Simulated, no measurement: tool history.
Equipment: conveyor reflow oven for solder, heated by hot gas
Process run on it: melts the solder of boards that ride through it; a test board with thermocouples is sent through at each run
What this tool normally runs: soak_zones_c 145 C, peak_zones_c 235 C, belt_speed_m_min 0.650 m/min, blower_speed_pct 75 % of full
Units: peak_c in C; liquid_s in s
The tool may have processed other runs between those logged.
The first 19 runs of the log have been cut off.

{"run": 20, "day": 6.45, "soak_zones_c": 139, "peak_zones_c": 241, "belt_speed_m_min": 0.734, "blower_speed_pct": 59, "peak_c": 211.4, "liquid_s": 42.6}
{"run": 21, "day": 6.675, "soak_zones_c": 146, "peak_zones_c": 240, "belt_speed_m_min": 0.732, "blower_speed_pct": 77, "peak_c": 217.8, "liquid_s": 51.0}
{"run": 22, "day": 7.171, "soak_zones_c": 145, "peak_zones_c": 228, "belt_speed_m_min": 0.65, "blower_speed_pct": 75, "peak_c": 211.2, "liquid_s": 52.3}
{"run": 23, "day": 7.588, "soak_zones_c": 145, "peak_zones_c": 228, "belt_speed_m_min": 0.578, "blower_speed_pct": 75, "peak_c": 215.0, "liquid_s": 63.7}
{"day": 7.912, "done": "flux residue cleaned out of gas plates and filters"}
{"run": 24, "day": 8.112, "soak_zones_c": 145, "peak_zones_c": 228, "belt_speed_m_min": 0.578, "blower_speed_pct": 75, "peak_c": 216.0, "liquid_s": 64.5}
{"run": 25, "day": 8.562, "soak_zones_c": 152, "peak_zones_c": 227, "belt_speed_m_min": 0.707, "blower_speed_pct": 61, "peak_c": 207.4, "liquid_s": 46.3}
{"run": 26, "day": 8.921, "soak_zones_c": 152, "peak_zones_c": 227, "belt_speed_m_min": 0.707, "blower_speed_pct": 61, "peak_c": 207.2, "liquid_s": 46.5}
{"run": 27, "day": 9.233, "soak_zones_c": 152, "peak_zones_c": 227, "belt_speed_m_min": 0.707, "blower_speed_pct": 61, "peak_c": 207.2, "liquid_s": 46.0}
{"day": 9.429, "done": "thermocouples of zones 6 and 7 changed"}
{"run": 28, "day": 9.554, "soak_zones_c": 152, "peak_zones_c": 227, "belt_speed_m_min": 0.707, "blower_speed_pct": 61, "peak_c": 205.8, "liquid_s": 44.4}
{"run": 29, "day": 9.779, "soak_zones_c": 152, "peak_zones_c": 227, "belt_speed_m_min": 0.707, "blower_speed_pct": 61, "peak_c": 206.1, "liquid_s": 44.6}
{"run": 30, "day": 10.004, "soak_zones_c": 152, "peak_zones_c": 227, "belt_speed_m_min": 0.707, "blower_speed_pct": 61, "peak_c": 205.8, "liquid_s": 44.5}
{"run": 31, "day": 10.238, "soak_zones_c": 154, "peak_zones_c": 229, "belt_speed_m_min": 0.669, "blower_speed_pct": 73, "peak_c": 211.7, "liquid_s": 55.6}

Here are 3 independent what-if runs from the current tool condition. What would each one return?
{"run": "A", "day": 10.558, "soak_zones_c": 145, "peak_zones_c": 235, "belt_speed_m_min": 0.65, "blower_speed_pct": 81, "peak_c": "?", "liquid_s": "?"}
{"run": "B", "day": 10.558, "soak_zones_c": 139, "peak_zones_c": 229, "belt_speed_m_min": 0.669, "blower_speed_pct": 62, "peak_c": "?", "liquid_s": "?"}
{"run": "C", "day": 10.558, "soak_zones_c": 141, "peak_zones_c": 235, "belt_speed_m_min": 0.678, "blower_speed_pct": 75, "peak_c": "?", "liquid_s": "?"}

run=A peak_c=217.4 liquid_s=57.4
run=B peak_c=206.1 liquid_s=42.8
run=C peak_c=213.9 liquid_s=50.8
Take away the tool's hidden state, keep each run's random variation, and the runs would have read:
run=A peak_c=217.5 liquid_s=57.0
run=B peak_c=206.2 liquid_s=42.5
run=C peak_c=214.0 liquid_s=50.4
